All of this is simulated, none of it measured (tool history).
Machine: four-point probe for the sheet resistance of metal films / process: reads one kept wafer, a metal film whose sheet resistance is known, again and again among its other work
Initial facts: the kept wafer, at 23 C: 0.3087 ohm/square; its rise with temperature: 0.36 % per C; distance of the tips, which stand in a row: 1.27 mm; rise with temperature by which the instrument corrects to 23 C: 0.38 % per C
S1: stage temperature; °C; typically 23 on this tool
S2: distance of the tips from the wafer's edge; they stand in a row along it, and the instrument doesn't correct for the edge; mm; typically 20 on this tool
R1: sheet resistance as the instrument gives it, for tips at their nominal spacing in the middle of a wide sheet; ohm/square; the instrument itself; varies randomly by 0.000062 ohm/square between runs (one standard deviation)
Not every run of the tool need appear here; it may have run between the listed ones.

run	hour	S1	S2	R1
1	0	23	20	0.308525
2	61.8	23	28	0.308383
3	132.7	23	20	0.308834
4	191.2	23	20	0.30903
5	254.8	18	20	0.309506
6	311.2	18	20	0.309604
7	385.2	29	20	0.309009
8	449.4	29	20	0.309344
9	494.5	30	20	0.309208
10	553.7	28	20	0.309514
11	616.3	28	20	0.309651
12	692.2	28	20	0.309877
13	763.2	28	20	0.309975
14	809.8	28	20	0.310268
15	864.7	23	20	0.310604
16	943.7	23	12	0.312046
17	979.7	23	12	0.312045
18	1027.5	23	17	0.311271
19	1073.6	23	17	0.311308
20	1148.4	25	49	0.310498
21	1214.9	25	49	0.310743
22	1271.1	20	51	0.311149
23	1341.1	18	20	0.312078
24	1425.9	27	53	0.311164
# hour 1450.1: stage's thermometer calibrated
25	1475.3	19	20	0.312685
26	1515.5	19	15	0.313402
27	1568.7	28	16	0.31274
28	1631.1	18	4	0.328431
29	1709.1	18	4	0.328672
30	1785.9	33	4	0.327741
# hour 1832.3: new probe head fitted
31	1849.7	33	4	0.324539

Some steps in R1 between neighbouring runs. How much of each would the tool show without its hidden state too (settings, what came in, random variation), and how much is left for the hidden state, with any gauge scatter that isn't in both results?
The tool's hidden condition here consists of: inner tips' distance over the nominal, %; tips' flats over new ones', %; wafer's true temperature over the reading, C; drift of the gauge itself on sheet_ohm, %.
Run 24 -> 25: S1 27 -> 19, S2 53 -> 20, stage's thermometer calibrated. R1 +0.001521 ohm/square: hidden state +0.000509, all else +0.001012.
Run 27 -> 28: S1 28 -> 18, S2 16 -> 4. R1 +0.015691 ohm/square: hidden state +0.000306, all else +0.015385.
Run 30 -> 31: new probe head fitted. R1 -0.003202 ohm/square: hidden state -0.003336, all else +0.000134.
